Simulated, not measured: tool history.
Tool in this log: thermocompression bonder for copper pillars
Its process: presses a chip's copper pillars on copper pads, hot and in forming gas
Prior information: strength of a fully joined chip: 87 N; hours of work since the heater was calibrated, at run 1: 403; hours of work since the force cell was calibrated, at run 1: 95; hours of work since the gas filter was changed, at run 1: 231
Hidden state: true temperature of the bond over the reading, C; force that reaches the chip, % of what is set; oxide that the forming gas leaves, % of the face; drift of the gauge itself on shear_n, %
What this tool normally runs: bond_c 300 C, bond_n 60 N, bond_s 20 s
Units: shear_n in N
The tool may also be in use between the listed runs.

run	day	bond_c	bond_n	bond_s	hours of work since the heater was calibrated	hours of work since the force cell was calibrated	hours of work since the gas filter was changed	shear_n
1	0.000	300	60	20	403	95	231	37.6
2	0.450	300	75	20	409	101	237	42.0
3	0.846	300	60	37	414	106	242	45.7
4	1.162	300	60	37	418	109	245	46.0
5	1.629	300	60	20	423	115	251	36.5
6	2.138	300	60	20	429	121	257	36.3
# day 2.404: forming gas filter changed
7	2.575	300	60	20	435	126	2	37.7
8	2.904	300	57	20	439	130	6	36.8
9	3.192	300	57	20	442	134	10	36.9
10	3.608	300	57	20	447	139	15	37.1
11	4.158	297	57	25	454	146	21	38.7
12	4.675	297	38	16	460	152	28	25.2
13	5.162	287	60	20	466	158	34	33.7
14	5.583	295	60	53	471	163	39	50.8
15	6.017	276	60	18	477	169	44	28.1
16	6.396	276	60	18	481	173	49	27.6
17	6.629	279	51	14	484	176	52	23.7
18	6.996	323	75	14	489	181	56	46.0
19	7.479	323	75	14	495	186	62	46.8

Below are 3 alternative next runs, each starting from the tool's condition after run 19. Predict each:
A	7.879	323	81	36	499	191	67	?
B	7.879	323	76	14	499	191	67	?
C	7.879	323	87	26	499	191	67	?

run	shear_n
A	62.6
B	46.9
C	58.3
Without the tool's unlogged condition, the same runs would have read:
run	shear_n
A	61.8
B	46.0
C	57.5

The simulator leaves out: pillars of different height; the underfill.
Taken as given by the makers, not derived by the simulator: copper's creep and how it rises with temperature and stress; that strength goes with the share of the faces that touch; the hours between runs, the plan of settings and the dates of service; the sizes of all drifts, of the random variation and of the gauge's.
